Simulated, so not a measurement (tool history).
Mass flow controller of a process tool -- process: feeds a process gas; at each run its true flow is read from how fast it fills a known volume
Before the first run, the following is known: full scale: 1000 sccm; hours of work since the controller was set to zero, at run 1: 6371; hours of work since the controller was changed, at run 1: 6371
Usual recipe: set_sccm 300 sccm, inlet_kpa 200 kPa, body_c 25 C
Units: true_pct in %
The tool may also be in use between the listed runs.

run,hour,set_sccm,inlet_kpa,body_c,hours of work since the controller was set to zero,hours of work since the controller was changed,true_pct
1,0.0,300,200,25,6371,6371,93.80
2,116.1,300,200,25,6414,6414,93.65
# hour 236.4: controller exchanged for a calibrated one
3,236.4,300,200,25,0,0,98.67
4,352.7,300,200,25,43,43,98.55
5,503.8,300,200,25,98,98,98.38
6,604.7,300,200,25,136,136,98.44
7,748.5,300,200,25,189,189,98.36
8,836.5,300,157,25,221,221,98.40
9,1011.0,300,200,25,285,285,98.34
10,1169.8,300,200,25,344,344,98.27
11,1309.7,702,200,25,395,395,99.09
12,1451.0,702,200,25,447,447,99.08
13,1606.0,702,200,25,504,504,99.01
14,1793.0,702,200,25,573,573,98.87
15,1911.2,702,200,25,617,617,98.99
16,2073.9,702,200,25,677,677,98.90
17,2159.4,300,228,25,708,708,97.89
18,2313.2,300,228,25,765,765,97.91
19,2397.7,300,200,25,796,796,98.08
20,2505.5,300,191,25,836,836,98.00
21,2587.3,300,191,25,866,866,97.98
22,2735.4,691,222,35,920,920,99.38
23,2858.6,691,141,26,966,966,98.75
24,2987.1,691,141,26,1013,1013,98.93
25,3150.6,117,161,37,1073,1073,97.57
26,3321.3,171,195,23,1136,1136,97.02
27,3493.3,171,195,23,1199,1199,96.90
28,3658.1,189,200,25,1260,1260,97.14
29,3760.0,300,200,20,1297,1297,97.19
30,3911.7,300,200,20,1353,1353,97.27
31,4061.6,151,200,20,1408,1408,96.44
32,4218.8,261,197,24,1466,1466,97.16
33,4337.9,119,151,37,1510,1510,97.10
34,4428.2,300,200,33,1544,1544,97.92
35,4590.0,300,200,33,1603,1603,97.78
36,4722.8,152,278,29,1652,1652,96.55
37,4809.7,152,278,29,1684,1684,96.53
38,4944.3,152,278,29,1734,1734,96.53
39,5134.1,164,216,25,1803,1803,96.35
40,5225.9,721,227,25,1837,1837,98.29
41,5353.7,173,148,25,1884,1884,96.53
42,5535.6,247,176,27,1951,1951,97.06

Alternative continuations, all from the tool just after run 42; predict every row:
A,5656.1,300,140,34,1996,1996,?
B,5656.1,188,200,27,1996,1996,?
C,5656.1,184,253,35,1996,1996,?

run,true_pct
A,97.68
B,96.44
C,96.79
Stripped of hidden state, with their random variation kept, the same runs would have yielded:
run,true_pct
A,99.39
B,98.55
C,98.92

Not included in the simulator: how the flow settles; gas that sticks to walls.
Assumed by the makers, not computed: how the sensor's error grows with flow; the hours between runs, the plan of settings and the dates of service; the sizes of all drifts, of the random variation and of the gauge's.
